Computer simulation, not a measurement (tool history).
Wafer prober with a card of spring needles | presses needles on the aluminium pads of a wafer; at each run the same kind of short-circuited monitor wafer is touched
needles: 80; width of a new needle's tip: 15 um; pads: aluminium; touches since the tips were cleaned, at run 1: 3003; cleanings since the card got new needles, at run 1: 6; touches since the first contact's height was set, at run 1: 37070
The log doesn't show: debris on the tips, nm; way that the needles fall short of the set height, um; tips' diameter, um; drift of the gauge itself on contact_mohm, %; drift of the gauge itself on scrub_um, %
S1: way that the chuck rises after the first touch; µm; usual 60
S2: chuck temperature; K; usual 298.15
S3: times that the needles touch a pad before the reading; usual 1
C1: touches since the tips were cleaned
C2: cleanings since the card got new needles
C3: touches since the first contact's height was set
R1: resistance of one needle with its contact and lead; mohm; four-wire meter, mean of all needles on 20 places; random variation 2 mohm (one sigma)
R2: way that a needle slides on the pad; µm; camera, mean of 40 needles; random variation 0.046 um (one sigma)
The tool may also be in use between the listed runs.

{"run": 1, "day": 0.0, "S1": 60, "S2": 298.15, "S3": 1, "C1": 3003, "C2": 6, "C3": 37070, "R1": 285, "R2": 16.1}
{"run": 2, "day": 0.333, "S1": 60, "S2": 309.15, "S3": 1, "C1": 4369, "C2": 6, "C3": 38436, "R1": 306, "R2": 16.0}
{"day": 0.433, "done": "tips cleaned on abrasive film"}
{"run": 3, "day": 0.829, "S1": 60, "S2": 309.15, "S3": 1, "C1": 1617, "C2": 7, "C3": 40455, "R1": 348, "R2": 15.92}
{"run": 4, "day": 1.338, "S1": 60, "S2": 298.15, "S3": 1, "C1": 3711, "C2": 7, "C3": 42549, "R1": 349, "R2": 16.0}
{"day": 1.608, "done": "tips cleaned on abrasive film"}
{"day": 1.683, "done": "tips cleaned on abrasive film, once more"}
{"run": 5, "day": 1.683, "S1": 60, "S2": 298.15, "S3": 1, "C1": 0, "C2": 9, "C3": 43938, "R1": 226, "R2": 15.83}
{"run": 6, "day": 2.179, "S1": 60, "S2": 298.15, "S3": 1, "C1": 2046, "C2": 9, "C3": 45984, "R1": 272, "R2": 15.85}
{"run": 7, "day": 2.729, "S1": 60, "S2": 298.15, "S3": 2, "C1": 4302, "C2": 9, "C3": 48240, "R1": 268, "R2": 15.85}
{"day": 2.842, "done": "tips cleaned on abrasive film"}
{"run": 8, "day": 3.221, "S1": 60, "S2": 298.15, "S3": 2, "C1": 1571, "C2": 10, "C3": 50249, "R1": 242, "R2": 15.89}
{"run": 9, "day": 3.579, "S1": 60, "S2": 298.15, "S3": 1, "C1": 3036, "C2": 10, "C3": 51714, "R1": 291, "R2": 15.85}
{"run": 10, "day": 3.942, "S1": 42, "S2": 298.15, "S3": 2, "C1": 4527, "C2": 10, "C3": 53205, "R1": 320, "R2": 11.01}
{"day": 4.0, "done": "tips cleaned on abrasive film"}
{"run": 11, "day": 4.446, "S1": 56, "S2": 299.15, "S3": 1, "C1": 1825, "C2": 11, "C3": 55257, "R1": 279, "R2": 14.76}
{"run": 12, "day": 4.833, "S1": 66, "S2": 323.15, "S3": 2, "C1": 3433, "C2": 11, "C3": 56865, "R1": 264, "R2": 17.45}
{"day": 5.188, "done": "tips cleaned on abrasive film"}
{"run": 13, "day": 5.392, "S1": 63, "S2": 305.15, "S3": 1, "C1": 829, "C2": 12, "C3": 59132, "R1": 250, "R2": 16.65}
{"run": 14, "day": 5.671, "S1": 77, "S2": 308.15, "S3": 2, "C1": 1973, "C2": 12, "C3": 60276, "R1": 241, "R2": 20.42}
{"run": 15, "day": 6.0, "S1": 69, "S2": 349.15, "S3": 3, "C1": 3335, "C2": 12, "C3": 61638, "R1": 256, "R2": 18.35}

Forecast run 16:
{"day": 6.371, "done": "tips cleaned on abrasive film"}
{"run": 16, "day": 6.371, "S1": 69, "S2": 349.15, "S3": 3, "C1": 0, "C2": 13, "C3": 63152, "R1": "?", "R2": "?"}

R1: 237 mohm
R2: 18.21 µm
Without the tool's hidden state the same run would have given R1 235 mohm, R2 18.58 µm.
